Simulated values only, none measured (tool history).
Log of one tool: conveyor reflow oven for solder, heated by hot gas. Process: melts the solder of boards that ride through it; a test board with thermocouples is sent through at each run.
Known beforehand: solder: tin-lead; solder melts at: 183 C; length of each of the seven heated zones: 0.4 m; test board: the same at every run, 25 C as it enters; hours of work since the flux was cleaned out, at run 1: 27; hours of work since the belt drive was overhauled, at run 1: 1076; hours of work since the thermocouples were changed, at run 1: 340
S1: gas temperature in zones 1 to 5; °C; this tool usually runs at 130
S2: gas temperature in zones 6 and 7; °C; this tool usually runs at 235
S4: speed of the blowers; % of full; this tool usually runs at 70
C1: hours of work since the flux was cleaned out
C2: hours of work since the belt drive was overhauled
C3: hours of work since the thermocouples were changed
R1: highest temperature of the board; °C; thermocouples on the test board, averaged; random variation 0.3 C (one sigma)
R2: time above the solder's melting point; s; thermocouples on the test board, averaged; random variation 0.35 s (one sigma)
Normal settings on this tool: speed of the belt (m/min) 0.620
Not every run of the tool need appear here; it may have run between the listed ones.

{"run": 1, "hour": 0.0, "S1": 130, "S2": 235, "speed of the belt (m/min)": 0.62, "S4": 70, "C1": 27, "C2": 1076, "C3": 340, "R1": 213.5, "R2": 51.0}
{"run": 2, "hour": 65.0, "S1": 130, "S2": 235, "speed of the belt (m/min)": 0.62, "S4": 70, "C1": 67, "C2": 1116, "C3": 380, "R1": 213.5, "R2": 50.9}
{"run": 3, "hour": 127.5, "S1": 130, "S2": 235, "speed of the belt (m/min)": 0.62, "S4": 70, "C1": 105, "C2": 1154, "C3": 418, "R1": 213.0, "R2": 51.5}
{"run": 4, "hour": 190.7, "S1": 130, "S2": 235, "speed of the belt (m/min)": 0.62, "S4": 70, "C1": 144, "C2": 1193, "C3": 456, "R1": 213.4, "R2": 51.3}
{"run": 5, "hour": 268.1, "S1": 130, "S2": 235, "speed of the belt (m/min)": 0.62, "S4": 70, "C1": 191, "C2": 1240, "C3": 504, "R1": 213.2, "R2": 50.7}
{"hour": 281.7, "done": "thermocouples of zones 6 and 7 changed"}
{"run": 6, "hour": 305.1, "S1": 139, "S2": 235, "speed of the belt (m/min)": 0.62, "S4": 70, "C1": 212, "C2": 1262, "C3": 14, "R1": 215.0, "R2": 55.7}
{"run": 7, "hour": 348.8, "S1": 139, "S2": 235, "speed of the belt (m/min)": 0.62, "S4": 70, "C1": 239, "C2": 1288, "C3": 41, "R1": 215.1, "R2": 55.6}
{"run": 8, "hour": 425.1, "S1": 139, "S2": 235, "speed of the belt (m/min)": 0.62, "S4": 70, "C1": 286, "C2": 1335, "C3": 88, "R1": 215.5, "R2": 56.0}
{"run": 9, "hour": 501.5, "S1": 139, "S2": 235, "speed of the belt (m/min)": 0.62, "S4": 70, "C1": 332, "C2": 1382, "C3": 134, "R1": 215.3, "R2": 54.9}
{"hour": 512.5, "done": "belt drive overhauled, speed set with a stopwatch"}
{"run": 10, "hour": 585.0, "S1": 139, "S2": 235, "speed of the belt (m/min)": 0.683, "S4": 70, "C1": 381, "C2": 44, "C3": 183, "R1": 211.6, "R2": 47.1}
{"hour": 605.5, "done": "flux residue cleaned out of gas plates and filters"}
{"run": 11, "hour": 639.3, "S1": 121, "S2": 235, "speed of the belt (m/min)": 0.62, "S4": 70, "C1": 21, "C2": 74, "C3": 213, "R1": 211.0, "R2": 46.3}
{"run": 12, "hour": 677.2, "S1": 130, "S2": 235, "speed of the belt (m/min)": 0.62, "S4": 70, "C1": 44, "C2": 98, "C3": 236, "R1": 213.0, "R2": 51.7}
{"run": 13, "hour": 715.9, "S1": 130, "S2": 235, "speed of the belt (m/min)": 0.62, "S4": 70, "C1": 67, "C2": 121, "C3": 260, "R1": 213.3, "R2": 50.6}
{"run": 14, "hour": 792.6, "S1": 130, "S2": 235, "speed of the belt (m/min)": 0.62, "S4": 70, "C1": 114, "C2": 168, "C3": 307, "R1": 213.5, "R2": 50.4}
{"run": 15, "hour": 874.1, "S1": 130, "S2": 235, "speed of the belt (m/min)": 0.62, "S4": 68, "C1": 164, "C2": 218, "C3": 357, "R1": 212.9, "R2": 50.5}
{"run": 16, "hour": 951.9, "S1": 141, "S2": 235, "speed of the belt (m/min)": 0.629, "S4": 68, "C1": 212, "C2": 266, "C3": 404, "R1": 214.5, "R2": 54.8}
{"run": 17, "hour": 1019.5, "S1": 141, "S2": 235, "speed of the belt (m/min)": 0.629, "S4": 68, "C1": 253, "C2": 307, "C3": 446, "R1": 214.5, "R2": 55.1}
{"run": 18, "hour": 1075.3, "S1": 130, "S2": 248, "speed of the belt (m/min)": 0.62, "S4": 75, "C1": 287, "C2": 341, "C3": 480, "R1": 225.6, "R2": 60.3}
{"hour": 1129.0, "done": "thermocouples of zones 6 and 7 changed"}
{"run": 19, "hour": 1142.5, "S1": 133, "S2": 245, "speed of the belt (m/min)": 0.689, "S4": 75, "C1": 327, "C2": 381, "C3": 8, "R1": 218.9, "R2": 51.1}
{"run": 20, "hour": 1208.1, "S1": 136, "S2": 234, "speed of the belt (m/min)": 0.542, "S4": 61, "C1": 367, "C2": 421, "C3": 48, "R1": 215.7, "R2": 64.1}
{"hour": 1255.0, "done": "flux residue cleaned out of gas plates and filters"}
{"run": 21, "hour": 1282.3, "S1": 122, "S2": 235, "speed of the belt (m/min)": 0.554, "S4": 70, "C1": 17, "C2": 463, "C3": 91, "R1": 216.2, "R2": 57.9}
{"run": 22, "hour": 1355.6, "S1": 130, "S2": 235, "speed of the belt (m/min)": 0.62, "S4": 78, "C1": 61, "C2": 508, "C3": 135, "R1": 215.4, "R2": 53.7}
{"run": 23, "hour": 1402.1, "S1": 140, "S2": 248, "speed of the belt (m/min)": 0.647, "S4": 74, "C1": 90, "C2": 536, "C3": 164, "R1": 224.9, "R2": 61.7}
{"run": 24, "hour": 1478.5, "S1": 140, "S2": 248, "speed of the belt (m/min)": 0.647, "S4": 74, "C1": 137, "C2": 583, "C3": 211, "R1": 225.6, "R2": 60.7}
{"run": 25, "hour": 1523.0, "S1": 140, "S2": 245, "speed of the belt (m/min)": 0.647, "S4": 61, "C1": 164, "C2": 610, "C3": 238, "R1": 219.7, "R2": 55.9}
{"run": 26, "hour": 1594.7, "S1": 140, "S2": 245, "speed of the belt (m/min)": 0.647, "S4": 88, "C1": 208, "C2": 654, "C3": 282, "R1": 226.0, "R2": 62.3}
{"run": 27, "hour": 1651.1, "S1": 140, "S2": 245, "speed of the belt (m/min)": 0.647, "S4": 88, "C1": 242, "C2": 689, "C3": 316, "R1": 225.7, "R2": 61.4}
{"run": 28, "hour": 1683.9, "S1": 124, "S2": 246, "speed of the belt (m/min)": 0.62, "S4": 82, "C1": 262, "C2": 709, "C3": 336, "R1": 224.3, "R2": 58.1}
{"run": 29, "hour": 1740.4, "S1": 130, "S2": 224, "speed of the belt (m/min)": 0.51, "S4": 75, "C1": 297, "C2": 743, "C3": 371, "R1": 211.1, "R2": 61.9}
{"run": 30, "hour": 1816.3, "S1": 130, "S2": 235, "speed of the belt (m/min)": 0.62, "S4": 51, "C1": 343, "C2": 790, "C3": 417, "R1": 206.5, "R2": 43.8}

3 ways to go on from here, each from the tool as it stands after run 30. What would each give?
{"run": "A", "hour": 1850.5, "S1": 130, "S2": 235, "speed of the belt (m/min)": 0.648, "S4": 51, "C1": 364, "C2": 811, "C3": 438, "R1": "?", "R2": "?"}
{"run": "B", "hour": 1850.5, "S1": 144, "S2": 235, "speed of the belt (m/min)": 0.62, "S4": 51, "C1": 364, "C2": 811, "C3": 438, "R1": "?", "R2": "?"}
{"run": "C", "hour": 1850.5, "S1": 121, "S2": 235, "speed of the belt (m/min)": 0.642, "S4": 57, "C1": 364, "C2": 811, "C3": 438, "R1": "?", "R2": "?"}

run=A R1=204.3 R2=39.0
run=B R1=210.2 R2=51.3
run=C R1=205.2 R2=37.9
Had the tool no hidden state, the same runs would have come out as:
run=A R1=204.5 R2=39.2
run=B R1=210.3 R2=51.5
run=C R1=205.4 R2=38.1
